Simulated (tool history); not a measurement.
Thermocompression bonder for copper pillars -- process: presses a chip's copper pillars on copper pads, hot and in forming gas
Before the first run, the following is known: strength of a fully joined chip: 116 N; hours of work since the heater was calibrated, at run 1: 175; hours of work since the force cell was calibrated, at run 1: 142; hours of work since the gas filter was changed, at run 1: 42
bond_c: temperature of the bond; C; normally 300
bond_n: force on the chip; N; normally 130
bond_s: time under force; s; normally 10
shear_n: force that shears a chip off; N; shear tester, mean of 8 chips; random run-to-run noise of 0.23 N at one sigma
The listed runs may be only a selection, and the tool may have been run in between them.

run	hour	bond_c	bond_n	bond_s	hours of work since the heater was calibrated	hours of work since the force cell was calibrated	hours of work since the gas filter was changed	shear_n
1	0.0	300	130	10	175	142	42	59.9
2	26.8	300	130	28	188	155	55	80.5
3	52.0	300	130	10	201	168	68	59.0
4	100.0	300	130	10	226	193	93	58.7
5	134.6	300	130	10	243	210	110	58.5
6	157.6	300	130	10	255	222	122	58.0
7	205.8	300	130	10	280	247	147	57.9
8	230.8	319	130	10	292	259	159	66.1
# hour 246.6: forming gas filter changed
9	254.6	319	130	10	304	271	4	70.5
10	302.3	319	130	10	329	296	28	69.7
11	321.8	300	130	10	339	306	38	60.6
12	357.0	300	130	10	357	324	56	60.6
13	382.2	300	130	10	369	336	69	60.7
14	403.2	300	130	10	380	347	80	60.4
15	435.3	300	130	10	396	364	96	60.4
16	457.4	300	96	10	408	375	108	51.6
17	487.7	300	130	7	423	390	123	52.6
18	510.2	300	130	7	435	402	135	52.4
19	533.3	300	130	7	446	414	146	52.1
20	553.3	300	97	10	457	424	157	50.6
# hour 573.0: forming gas filter changed
21	580.1	300	97	10	470	437	4	54.1
22	621.6	300	97	10	491	458	25	53.9
23	645.1	291	179	10	503	470	37	67.3
24	666.4	288	130	9	514	481	48	54.1
25	691.6	288	130	9	527	494	61	54.4
26	729.4	295	176	6	546	513	80	57.4
27	773.7	295	176	6	569	536	102	57.0
28	800.7	298	170	6	583	550	116	57.5
29	826.9	300	116	15	596	563	130	65.6
30	866.4	305	175	25	616	583	150	88.2
31	886.5	305	90	25	626	594	160	69.4
# hour 899.5: forming gas filter changed
32	916.8	281	172	10	642	609	9	63.0
33	961.9	275	149	30	665	632	32	77.5
# hour 985.3: heater calibrated with a thermocouple chip
34	1004.0	300	191	10	10	652	52	71.6
35	1047.9	300	191	10	32	675	75	70.6
36	1084.0	297	171	9	50	693	93	63.6
37	1115.5	297	171	9	66	709	109	63.1
38	1146.8	317	105	21	82	725	125	74.8

Below, some changes in shear_n between adjacent runs. For each, the amount present without the hidden state too (settings, incoming material, random variation) and the amount remaining for the hidden state with gauge scatter not shared by both compared results:
Unlogged tool condition in this case: true temperature of the bond over the reading, C; force that reaches the chip, % of what is set; oxide that the forming gas leaves, % of the face; drift of the gauge itself on shear_n, %.
Run 1 -> 2: bond_s 10 -> 28. shear_n +20.6 N: hidden state -0.7, all else +21.3.
Run 2 -> 3: bond_s 28 -> 10. shear_n -21.5 N: hidden state +0.3, all else -21.8.
Run 8 -> 9: forming gas filter changed. shear_n +4.4 N: hidden state +4.6, all else -0.2.
Run 29 -> 30: bond_c 300 -> 305, bond_n 116 -> 175, bond_s 15 -> 25. shear_n +22.6 N: hidden state -2.4, all else +25.0.
Run 31 -> 32: bond_c 305 -> 281, bond_n 90 -> 172, bond_s 25 -> 10, forming gas filter changed. shear_n -6.4 N: hidden state +4.7, all else -11.1.
Run 33 -> 34: bond_c 275 -> 300, bond_n 149 -> 191, bond_s 30 -> 10, heater calibrated with a thermocouple chip. shear_n -5.9 N: hidden state -4.1, all else -1.8.
